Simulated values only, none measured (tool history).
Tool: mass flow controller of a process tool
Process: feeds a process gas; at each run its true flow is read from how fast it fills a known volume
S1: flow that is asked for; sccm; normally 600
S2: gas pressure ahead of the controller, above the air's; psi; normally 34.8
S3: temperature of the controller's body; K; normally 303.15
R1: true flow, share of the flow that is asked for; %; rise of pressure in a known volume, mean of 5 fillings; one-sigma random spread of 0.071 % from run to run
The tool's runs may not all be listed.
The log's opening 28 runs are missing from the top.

Run 29, day 86.833: usual settings but S1 184 sccm, S2 22.0 psi, S3 294.15 K. Result: R1 99.09 %.
Run 30, day 90.300: usual settings but S1 325 sccm, S2 33.4 psi, S3 306.15 K. Result: R1 100.38 %.
Run 31, day 93.829: usual settings but S1 936 sccm, S2 35.4 psi, S3 300.15 K. Result: R1 100.62 %.
Run 32, day 96.867: usual settings but S1 936 sccm, S2 39.0 psi, S3 304.15 K. Result: R1 100.94 %.
Run 33, day 100.583: usual settings but S1 936 sccm, S2 39.0 psi, S3 304.15 K. Result: R1 101.20 %.
Run 34, day 102.371: usual settings but S2 33.9 psi, S3 310.15 K. Result: R1 101.17 %.
Run 35, day 105.338: usual settings but S3 310.15 K. Result: R1 101.21 %.
Run 36, day 108.300: usual settings but S3 310.15 K. Result: R1 101.12 %.
Run 37, day 111.229: usual settings but S2 40.3 psi, S3 295.15 K. Result: R1 99.76 %.
Run 38, day 113.483: usual settings but S1 421 sccm, S2 23.8 psi, S3 299.15 K. Result: R1 99.75 %.
Run 39, day 115.733: usual settings but S1 421 sccm, S2 23.8 psi, S3 299.15 K. Result: R1 99.81 %.
Run 40, day 117.996: usual settings but S1 421 sccm, S2 23.8 psi, S3 299.15 K. Result: R1 99.83 %.
Run 41, day 120.950: usual settings but S2 24.4 psi, S3 294.15 K. Result: R1 99.51 %.
Run 42, day 124.558: usual settings but S2 24.4 psi, S3 294.15 K. Result: R1 99.44 %.
Run 43, day 126.454: usual settings but S1 137 sccm, S2 24.4 psi, S3 294.15 K. Result: R1 99.85 %.
Run 44, day 128.988: usual settings but S3 298.15 K. Result: R1 100.02 %.
Run 45, day 132.675: usual settings but S3 298.15 K. Result: R1 100.00 %.

Forecast each of these 5 alternatives for the next run:
Run A, day 134.967: usual settings but S1 428 sccm, S3 298.15 K. Result: R1 ?.
Run B, day 134.967: usual settings but S1 171 sccm, S2 21.5 psi, S3 306.15 K. Result: R1 ?.
Run C, day 134.967: usual settings but S1 697 sccm, S2 28.0 psi, S3 302.15 K. Result: R1 ?.
Run D, day 134.967: usual settings but S1 103 sccm, S2 25.1 psi, S3 300.15 K. Result: R1 ?.
Run E, day 134.967: usual settings but S2 20.6 psi, S3 298.15 K. Result: R1 ?.

run      R1
  A   99.70
  B  100.83
  C  100.48
  D  100.77
  E   99.86
Without the tool's unlogged condition, the same runs would have read:
run     R1
  A  98.91
  B  99.33
  C  99.88
  D  98.50
  E  99.21
